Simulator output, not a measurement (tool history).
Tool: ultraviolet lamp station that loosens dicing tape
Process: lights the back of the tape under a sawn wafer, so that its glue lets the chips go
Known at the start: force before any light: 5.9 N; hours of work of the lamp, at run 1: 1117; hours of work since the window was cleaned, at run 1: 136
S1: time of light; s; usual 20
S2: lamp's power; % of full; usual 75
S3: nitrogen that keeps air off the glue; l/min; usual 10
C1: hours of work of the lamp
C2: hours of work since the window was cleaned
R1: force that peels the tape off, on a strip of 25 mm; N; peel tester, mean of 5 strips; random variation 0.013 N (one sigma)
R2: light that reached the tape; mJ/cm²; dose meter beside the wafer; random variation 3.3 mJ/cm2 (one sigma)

run	day	S1	S2	S3	C1	C2	R1	R2
1	0	20	75	10	1117	136	0.876	425
2	1.725	20	75	10	1142	161	0.9	427
3	3.988	20	73	10	1175	194	0.941	409
4	6.096	20	96	10	1205	225	0.605	531
5	7.717	20	96	10	1229	248	0.598	530
6	8.767	20	96	10	1244	263	0.607	522
7	9.733	20	95	10	1258	277	0.648	528
8	11.925	20	95	10	1290	309	0.636	511
9	13.579	20	95	10	1314	333	0.662	508
# day 13.775: window cleaned of glue's vapour
10	15.029	20	75	10	1334	18	0.995	384
11	17.158	15	75	10	1365	49	1.482	285
# day 18.171: window cleaned of glue's vapour, once more
12	19.233	15	75	10	1395	15	1.39	312
13	21.212	15	75	10	1423	44	1.425	307
14	22.525	15	75	10	1442	63	1.431	307
15	24.062	20	75	10	1465	85	0.918	412
16	25.6	20	72	10	1487	108	0.982	387
# day 26.379: lamp changed
17	27.529	20	72	10	17	135	0.691	489
18	28.608	20	75	10	32	150	0.646	510
19	30.508	20	75	10	60	178	0.677	505
20	32.379	20	75	10	87	205	0.697	499
21	34.525	20	68	10	118	236	0.802	444
22	35.771	20	75	7	136	254	0.816	491
23	37.442	35	75	4	160	278	0.418	846
24	39.612	35	75	4	191	310	0.429	838
25	40.962	35	75	8	211	329	0.322	831
# day 41.525: window cleaned of glue's vapour
26	42.842	35	64	4	238	19	0.525	743
27	45.054	20	75	10	270	51	0.693	490
28	47.075	20	75	10	299	80	0.691	492
29	48	21	60	5	313	94	1.25	407
30	49.412	17	97	8	333	114	0.653	534
31	50.383	30	93	10	347	128	0.282	898
32	51.817	31	92	10	368	149	0.28	906
33	54.029	20	71	10	400	181	0.799	445
34	56.117	10	75	9	430	211	2.018	231
35	58.125	10	75	9	459	240	2.11	234
36	60.383	10	75	9	492	273	2.05	231
37	62.454	36	77	4	522	303	0.425	837
38	64.246	24	81	4	548	329	0.792	581
# day 64.862: window cleaned of glue's vapour
39	66.046	24	81	4	574	17	0.717	612
40	68.058	24	81	3	603	46	0.876	611
41	69.667	24	81	3	626	70	0.867	608
42	70.621	20	73	15	640	83	0.686	447
43	71.975	20	75	16	659	103	0.658	462
44	73.642	39	69	6	683	127	0.369	826

3 ways to go on from here, each from the tool as it stands after run 44. What would each give?
A	74.617	24	92	10	698	141	?	?
B	74.617	20	75	14	698	141	?	?
C	74.617	17	69	6	698	141	?	?

run	R1	R2
A	0.408	661
B	0.681	460
C	1.414	350
Without the tool's hidden state the same runs would have given:
run	R1	R2
A	0.33	764
B	0.533	531
C	1.154	405
